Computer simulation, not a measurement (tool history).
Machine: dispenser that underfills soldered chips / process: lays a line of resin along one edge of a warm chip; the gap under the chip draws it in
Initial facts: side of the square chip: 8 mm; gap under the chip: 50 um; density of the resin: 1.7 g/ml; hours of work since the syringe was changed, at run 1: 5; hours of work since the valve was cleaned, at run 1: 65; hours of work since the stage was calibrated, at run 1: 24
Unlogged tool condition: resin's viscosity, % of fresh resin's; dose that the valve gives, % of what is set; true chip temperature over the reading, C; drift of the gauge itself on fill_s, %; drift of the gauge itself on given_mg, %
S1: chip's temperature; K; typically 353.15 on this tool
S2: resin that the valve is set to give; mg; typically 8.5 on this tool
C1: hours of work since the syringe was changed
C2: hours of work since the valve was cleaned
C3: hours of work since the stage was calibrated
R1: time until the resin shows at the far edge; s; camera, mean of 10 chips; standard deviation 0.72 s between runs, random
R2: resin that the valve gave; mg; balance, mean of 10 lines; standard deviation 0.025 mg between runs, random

| run | day | S1 | S2 | C1 | C2 | C3 | R1 | R2 |
|---|---|---|---|---|---|---|---|---|
| 1 | 0 | 353.15 | 8.5 | 5 | 65 | 24 | 90.5 | 8.05 |
|  | 0.042 | new syringe of resin |
|  | 0.421 | new syringe of resin |
| 2 | 0.508 | 353.15 | 8.5 | 1 | 72 | 31 | 71.2 | 7.97 |
|  | 0.65 | dispensing valve cleaned and set on the balance |
|  | 0.846 | new syringe of resin |
| 3 | 1.004 | 353.15 | 8.5 | 2 | 5 | 38 | 76.4 | 8.45 |
|  | 1.204 | new syringe of resin |
| 4 | 1.388 | 361.15 | 8.5 | 3 | 11 | 44 | 59.1 | 8.38 |
|  | 1.604 | new syringe of resin |
| 5 | 1.683 | 353.15 | 9.8 | 1 | 15 | 48 | 70.1 | 9.65 |
|  | 1.988 | new syringe of resin |
| 6 | 2.121 | 353.15 | 7.55 | 2 | 22 | 55 | 77.8 | 7.37 |
|  | 2.392 | new syringe of resin |
| 7 | 2.588 | 353.15 | 8.71 | 3 | 29 | 61 | 80 | 8.45 |
|  | 2.758 | new syringe of resin |
| 8 | 2.858 | 347.15 | 8.5 | 2 | 33 | 65 | 95.6 | 8.22 |
|  | 3.154 | new syringe of resin |
| 9 | 3.25 | 340.15 | 8.5 | 1 | 39 | 71 | 131.3 | 8.2 |
|  | 3.529 | new syringe of resin |
| 10 | 3.808 | 340.15 | 8.5 | 4 | 47 | 80 | 155.9 | 8.15 |
|  | 3.896 | new syringe of resin |
| 11 | 4.042 | 340.15 | 8.5 | 2 | 50 | 83 | 137.5 | 8.1 |
|  | 4.254 | new syringe of resin |
| 12 | 4.471 | 353.15 | 7.45 | 3 | 57 | 89 | 86.1 | 7.09 |
|  | 4.608 | new syringe of resin |
| 13 | 4.75 | 353.15 | 8.5 | 2 | 61 | 93 | 77.9 | 8.04 |
|  | 4.979 | new syringe of resin |
| 14 | 5.004 | 353.15 | 8.5 | 0 | 64 | 97 | 69.1 | 8 |
| 15 | 5.304 | 353.15 | 8.5 | 5 | 69 | 102 | 94.8 | 8.01 |
|  | 5.346 | new syringe of resin |
|  | 5.688 | dispensing valve cleaned and set on the balance |
|  | 5.746 | new syringe of resin |
| 16 | 5.896 | 362.15 | 8.5 | 2 | 3 | 110 | 53.4 | 8.53 |
|  | 6.108 | new syringe of resin |
| 17 | 6.138 | 362.15 | 8.5 | 0 | 7 | 113 | 48.4 | 8.46 |
| 18 | 6.421 | 342.15 | 8.5 | 5 | 11 | 118 | 149 | 8.46 |
|  | 6.479 | new syringe of resin |
| 19 | 6.708 | 346.15 | 7.42 | 4 | 15 | 122 | 117.8 | 7.36 |
|  | 6.879 | new syringe of resin |
| 20 | 7.146 | 342.15 | 7.42 | 4 | 22 | 128 | 144.9 | 7.32 |
|  | 7.25 | new syringe of resin |
|  | 7.625 | new syringe of resin |
| 21 | 7.717 | 353.15 | 7.69 | 1 | 30 | 137 | 76.4 | 7.51 |
|  | 7.996 | new syringe of resin |
| 22 | 8.112 | 346.15 | 10.32 | 2 | 36 | 143 | 103 | 10.01 |
|  | 8.367 | new syringe of resin |
| 23 | 8.629 | 343.15 | 8.74 | 4 | 44 | 150 | 137.6 | 8.43 |
|  | 8.725 | new syringe of resin |
|  | 9.092 | new syringe of resin |
| 24 | 9.154 | 366.15 | 10.49 | 1 | 51 | 158 | 43.4 | 10.05 |

Predict the results of run 25:
|  | 9.488 | new syringe of resin |
| 25 | 9.488 | 363.15 | 8.01 | 0 | 56 | 163 | ? | ? |

R1: 45.8 s
R2: 7.65 mg
Without the tool's hidden state the same run would have given R1 44.9 s, R2 8.02 mg.
